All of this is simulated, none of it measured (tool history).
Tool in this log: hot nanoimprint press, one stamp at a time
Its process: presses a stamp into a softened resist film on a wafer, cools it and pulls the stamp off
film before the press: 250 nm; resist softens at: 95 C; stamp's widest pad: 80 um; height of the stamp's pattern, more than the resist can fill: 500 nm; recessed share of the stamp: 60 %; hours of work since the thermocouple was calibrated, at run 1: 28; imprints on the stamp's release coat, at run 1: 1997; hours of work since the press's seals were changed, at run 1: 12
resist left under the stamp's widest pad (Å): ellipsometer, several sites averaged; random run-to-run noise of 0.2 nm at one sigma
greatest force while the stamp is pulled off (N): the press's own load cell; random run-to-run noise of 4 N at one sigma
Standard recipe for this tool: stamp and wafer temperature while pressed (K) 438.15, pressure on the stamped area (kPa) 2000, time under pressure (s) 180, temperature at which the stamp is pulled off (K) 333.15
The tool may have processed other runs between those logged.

run	hour	stamp and wafer temperature while pressed (K)	pressure on the stamped area (kPa)	time under pressure (s)	temperature at which the stamp is pulled off (K)	hours of work since the thermocouple was calibrated	imprints on the stamp's release coat	hours of work since the press's seals were changed	resist left under the stamp's widest pad (Å)	greatest force while the stamp is pulled off (N)
1	0	438.15	2000	180	333.15	28	1997	12	1387	237
2	21.3	438.15	2000	180	333.15	40	2036	23	1390	236
3	44	438.15	2000	180	333.15	53	2077	36	1385	233
4	67.7	438.15	1610	180	333.15	66	2119	49	1539	234
# hour 84.9: stamp cleaned and given a new release coat
5	107	438.15	2000	180	333.15	84	39	68	1386	232
6	141	438.15	2000	180	333.15	103	101	86	1385	229
7	169	438.15	2000	180	333.15	118	151	102	1385	232
8	202.6	438.15	2000	180	333.15	137	212	120	1379	235
9	225.7	438.15	2000	180	333.15	150	254	133	1377	232
10	250.7	438.15	2000	194	333.15	164	299	147	1345	226
11	280.7	438.15	2000	180	333.15	180	353	164	1376	231
12	309.9	438.15	2000	180	333.15	196	406	180	1376	225
13	332.8	438.15	2000	180	327.15	209	447	192	1377	254
14	358.2	441.15	2000	180	327.15	223	493	206	1282	244
15	384.3	445.15	2000	168	333.15	237	540	221	1195	231
# hour 404: gauge calibrated
16	420.6	429.15	2000	168	321.15	258	606	241	1723	248
17	456.4	438.15	2670	267	333.15	277	671	261	1048	229

For run 18, what comes out?
18	486.1	441.15	3150	355	318.15	294	724	277	?	?

{"run 18": {"resist left under the stamp's widest pad (Å)": 794, "greatest force while the stamp is pulled off (N)": 255}}
With no hidden state in the tool, this same run would have given resist left under the stamp's widest pad (Å) 796, greatest force while the stamp is pulled off (N) 254.
